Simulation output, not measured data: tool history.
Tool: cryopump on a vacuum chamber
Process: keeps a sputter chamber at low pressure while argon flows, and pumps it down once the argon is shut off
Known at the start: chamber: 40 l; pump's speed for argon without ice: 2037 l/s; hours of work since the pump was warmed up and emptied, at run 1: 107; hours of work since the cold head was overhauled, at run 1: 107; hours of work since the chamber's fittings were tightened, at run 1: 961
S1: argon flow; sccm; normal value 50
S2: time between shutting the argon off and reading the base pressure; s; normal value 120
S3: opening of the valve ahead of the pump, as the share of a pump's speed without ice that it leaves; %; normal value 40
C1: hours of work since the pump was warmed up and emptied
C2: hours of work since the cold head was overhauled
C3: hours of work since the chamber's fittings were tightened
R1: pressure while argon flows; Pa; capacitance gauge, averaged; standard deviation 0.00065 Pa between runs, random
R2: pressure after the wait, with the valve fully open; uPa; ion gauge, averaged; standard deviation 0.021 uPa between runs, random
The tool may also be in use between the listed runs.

run,hour,S1,S2,S3,C1,C2,C3,R1,R2
1,0.0,50,120,40,107,107,961,0.1062,1.54
2,12.3,50,120,40,113,113,966,0.1051,1.60
3,26.0,50,120,40,118,118,972,0.1045,1.56
4,37.4,50,120,40,123,123,976,0.1049,1.53
5,46.2,50,120,40,127,127,980,0.1054,1.57
6,57.2,50,120,40,132,132,985,0.1047,1.53
7,71.9,50,120,40,138,138,991,0.1058,1.57
8,86.6,50,120,40,144,144,997,0.1046,1.63
9,94.8,50,120,40,147,147,1001,0.1058,1.62
10,109.5,50,120,40,154,154,1007,0.1066,1.61
11,121.5,50,120,51,159,159,1012,0.0832,1.61
12,131.6,50,120,51,163,163,1016,0.0830,1.64
13,142.6,50,120,51,168,168,1021,0.0835,1.58
14,149.7,50,34,40,171,171,1024,0.1057,2.51
15,162.9,50,120,40,176,176,1029,0.1063,1.58
16,178.7,50,120,40,183,183,1036,0.1057,1.56
17,192.9,51,120,40,189,189,1042,0.1062,1.64
18,206.5,62,120,25,195,195,1048,0.2079,1.71
19,213.0,23,32,22,197,197,1051,0.0870,2.61
20,227.6,23,32,22,203,203,1057,0.0879,2.56
21,242.4,23,32,22,210,210,1063,0.0872,2.54
22,257.9,46,120,40,216,216,1070,0.0975,1.68
23,271.4,50,36,53,222,222,1075,0.0802,2.39
24,280.9,50,33,20,226,226,1079,0.2102,2.60
25,294.6,50,33,20,232,232,1085,0.2098,2.56
26,310.2,25,33,20,238,238,1092,0.1050,2.50
27,319.1,22,244,20,242,242,1095,0.0925,1.59
28,330.2,22,244,20,247,247,1100,0.0930,1.53
29,340.7,83,225,20,251,251,1104,0.3479,1.57
30,348.5,23,42,41,255,255,1108,0.0470,2.31
31,362.2,61,26,18,260,260,1114,0.2844,2.91
32,369.5,50,120,48,263,263,1117,0.0893,1.83
33,379.3,57,120,34,268,268,1121,0.1429,1.79

Hidden state or all else? Some run-to-run changes of R1, split into what the settings, what came in and random variation would give without the hidden state, and what is left for the hidden state (with any gauge scatter that isn't in both results):
Hidden state at play: pump's speed, % of a pump's without ice; cold plate's temperature, K; leak into the chamber, uPa l/s; drift of the gauge itself on working_pa, %; drift of the gauge itself on base_upa, %.
Run 28 -> 29: S1 22 -> 83, S2 244 -> 225. R1 +0.2549 Pa: hidden state +0.0031, all else +0.2518.
Run 29 -> 30: S1 83 -> 23, S2 225 -> 42, S3 20 -> 41. R1 -0.3009 Pa: hidden state -0.0030, all else -0.2979.
Run 30 -> 31: S1 23 -> 61, S2 42 -> 26, S3 41 -> 18. R1 +0.2374 Pa: hidden state +0.0020, all else +0.2354.
